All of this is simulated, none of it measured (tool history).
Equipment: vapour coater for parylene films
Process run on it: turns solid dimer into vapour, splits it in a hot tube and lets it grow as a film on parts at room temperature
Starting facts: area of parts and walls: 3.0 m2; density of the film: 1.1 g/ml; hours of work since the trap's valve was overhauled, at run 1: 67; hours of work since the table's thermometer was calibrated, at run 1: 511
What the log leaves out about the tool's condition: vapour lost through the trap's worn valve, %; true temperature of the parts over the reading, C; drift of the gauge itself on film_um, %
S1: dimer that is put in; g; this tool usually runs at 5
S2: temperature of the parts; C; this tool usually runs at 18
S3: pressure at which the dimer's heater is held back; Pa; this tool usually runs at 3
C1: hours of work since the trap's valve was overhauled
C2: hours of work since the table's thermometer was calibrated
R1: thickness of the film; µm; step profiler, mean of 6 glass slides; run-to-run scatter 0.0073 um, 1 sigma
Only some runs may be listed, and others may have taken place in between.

run 1 hour=0 | S1=5 S2=18 S3=3 | C1=67 C2=511 | R1=0.891
run 2 hour=43.6 | S1=5 S2=18 S3=3 | C1=100 C2=544 | R1=0.892
run 3 hour=96.4 | S1=5 S2=18 S3=3 | C1=139 C2=583 | R1=0.873
run 4 hour=145.9 | S1=5 S2=18 S3=3 | C1=176 C2=621 | R1=0.873
run 5 hour=186.9 | S1=5 S2=18 S3=3 | C1=207 C2=651 | R1=0.873
run 6 hour=238.4 | S1=5 S2=18 S3=3 | C1=246 C2=690 | R1=0.86
run 7 hour=273.3 | S1=5 S2=18 S3=3 | C1=272 C2=716 | R1=0.863
run 8 hour=325.9 | S1=5 S2=18 S3=3 | C1=312 C2=756 | R1=0.851
run 9 hour=406.1 | S1=5 S2=18 S3=3 | C1=372 C2=816 | R1=0.824
run 10 hour=488.2 | S1=5 S2=18 S3=3 | C1=434 C2=878 | R1=0.817
run 11 hour=542.3 | S1=5 S2=22 S3=3 | C1=474 C2=919 | R1=0.738
run 12 hour=603.8 | S1=5 S2=22 S3=3 | C1=521 C2=965 | R1=0.729
run 13 hour=643.6 | S1=5 S2=18 S3=3 | C1=550 C2=995 | R1=0.8
run 14 hour=683.5 | S1=5 S2=18 S3=3 | C1=580 C2=1025 | R1=0.797
run 15 hour=749.6 | S1=5 S2=18 S3=3.58 | C1=630 C2=1074 | R1=0.751
-- hour=775.4 trap's valve overhauled
run 16 hour=800.8 | S1=5 S2=18 S3=3.58 | C1=19 C2=1110 | R1=0.876
run 17 hour=853.3 | S1=2 S2=14 S3=3.9 | C1=59 C2=1149 | R1=0.383
run 18 hour=935.5 | S1=8 S2=13 S3=3 | C1=120 C2=1211 | R1=1.571
run 19 hour=1001.7 | S1=8 S2=13 S3=3 | C1=170 C2=1261 | R1=1.55
run 20 hour=1083.4 | S1=5 S2=11 S3=3 | C1=231 C2=1322 | R1=1.004
run 21 hour=1120 | S1=5 S2=11 S3=3 | C1=259 C2=1350 | R1=0.99
run 22 hour=1160.6 | S1=3 S2=18 S3=5.04 | C1=289 C2=1380 | R1=0.469
run 23 hour=1242.6 | S1=3 S2=18 S3=8.94 | C1=351 C2=1442 | R1=0.404
run 24 hour=1288.7 | S1=5 S2=25 S3=3.67 | C1=386 C2=1476 | R1=0.669
run 25 hour=1346.2 | S1=5 S2=25 S3=3.67 | C1=429 C2=1520 | R1=0.658
run 26 hour=1412.6 | S1=5 S2=25 S3=3.67 | C1=479 C2=1569 | R1=0.658
run 27 hour=1460.4 | S1=5 S2=25 S3=3.67 | C1=515 C2=1605 | R1=0.657
run 28 hour=1513.7 | S1=5 S2=25 S3=3.61 | C1=555 C2=1645 | R1=0.64
run 29 hour=1583.4 | S1=5 S2=25 S3=3.61 | C1=607 C2=1698 | R1=0.649

Results per run with the tool's hidden condition removed, run-to-run variation unchanged:
run=1 R1=0.912
run=2 R1=0.921
run=3 R1=0.911
run=4 R1=0.918
run=5 R1=0.925
run=6 R1=0.92
run=7 R1=0.93
run=8 R1=0.926
run=9 R1=0.911
run=10 R1=0.918
run=11 R1=0.837
run=12 R1=0.838
run=13 R1=0.925
run=14 R1=0.929
run=15 R1=0.889
run=16 R1=0.896
run=17 R1=0.395
run=18 R1=1.647
run=19 R1=1.646
run=20 R1=1.082
run=21 R1=1.075
run=22 R1=0.512
run=23 R1=0.45
run=24 R1=0.751
run=25 R1=0.747
run=26 R1=0.756
run=27 R1=0.762
run=28 R1=0.751
run=29 R1=0.77
